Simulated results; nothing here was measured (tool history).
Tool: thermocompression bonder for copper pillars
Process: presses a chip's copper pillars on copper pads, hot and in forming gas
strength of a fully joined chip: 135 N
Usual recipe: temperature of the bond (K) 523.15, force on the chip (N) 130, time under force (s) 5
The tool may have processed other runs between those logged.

run	hour	temperature of the bond (K)	force on the chip (N)	time under force (s)	force that shears a chip off (N)
1	0.0	523.15	130	5	56.7
# hour 13.6: heater calibrated with a thermocouple chip
2	52.8	523.15	130	5	62.3
# hour 61.6: forming gas filter changed
3	95.2	523.15	130	5	66.3
4	132.8	503.15	130	5	47.3
5	186.0	503.15	130	5	45.5
6	220.0	503.15	130	5	44.9
7	249.3	514.15	130	5	53.5
8	300.6	514.15	130	5	52.6
# hour 329.5: forming gas filter changed
9	359.8	514.15	130	5	56.5
# hour 365.3: force cell calibrated
10	412.8	514.15	130	5	55.8
11	455.9	514.15	140	5	58.1
12	480.6	523.15	130	5	62.2
13	523.6	523.15	130	5	60.8
14	575.7	514.15	92	3	29.5
# hour 601.5: forming gas filter changed
15	604.6	523.15	130	9	78.6
# hour 608.7: force cell calibrated, once more
16	640.3	500.15	110	4	30.1
17	680.2	542.15	78	4	43.5
18	738.4	542.15	78	4	41.7
19	788.1	511.15	122	3	34.5
20	826.9	517.15	156	5	60.0
21	862.4	520.15	137	3	45.2
# hour 871.8: forming gas filter changed
22	920.4	520.15	97	5	40.8
23	956.6	520.15	97	5	39.7
# hour 994.9: heater calibrated with a thermocouple chip
24	998.5	531.15	97	10	67.3
25	1040.6	531.15	97	10	65.8
26	1095.5	531.15	97	10	64.8

Selected run-to-run steps in force that shears a chip off (N), each split into two signed amounts: the part the tool would show with no hidden state at all (from settings, incoming material and random variation), and the remainder, which goes to the hidden state together with any gauge scatter not common to the measured and the hidden-state-free results:
The hidden state here: true temperature of the bond over the reading, C; force that reaches the chip, % of what is set; oxide that the forming gas leaves, % of the face; drift of the gauge itself on shear_n, %.
Run 2 -> 3: forming gas filter changed. force that shears a chip off (N) +4.0: hidden state +5.4, all else -1.4.
Run 14 -> 15: temperature of the bond (K) 514.15 -> 523.15, force on the chip (N) 92 -> 130, time under force (s) 3 -> 9, forming gas filter changed. force that shears a chip off (N) +49.1: hidden state +3.1, all else +46.0.
Run 15 -> 16: temperature of the bond (K) 523.15 -> 500.15, force on the chip (N) 130 -> 110, time under force (s) 9 -> 4, force cell calibrated, once more. force that shears a chip off (N) -48.5: hidden state -3.7, all else -44.8.
Run 19 -> 20: temperature of the bond (K) 511.15 -> 517.15, force on the chip (N) 122 -> 156, time under force (s) 3 -> 5. force that shears a chip off (N) +25.5: hidden state -4.6, all else +30.1.

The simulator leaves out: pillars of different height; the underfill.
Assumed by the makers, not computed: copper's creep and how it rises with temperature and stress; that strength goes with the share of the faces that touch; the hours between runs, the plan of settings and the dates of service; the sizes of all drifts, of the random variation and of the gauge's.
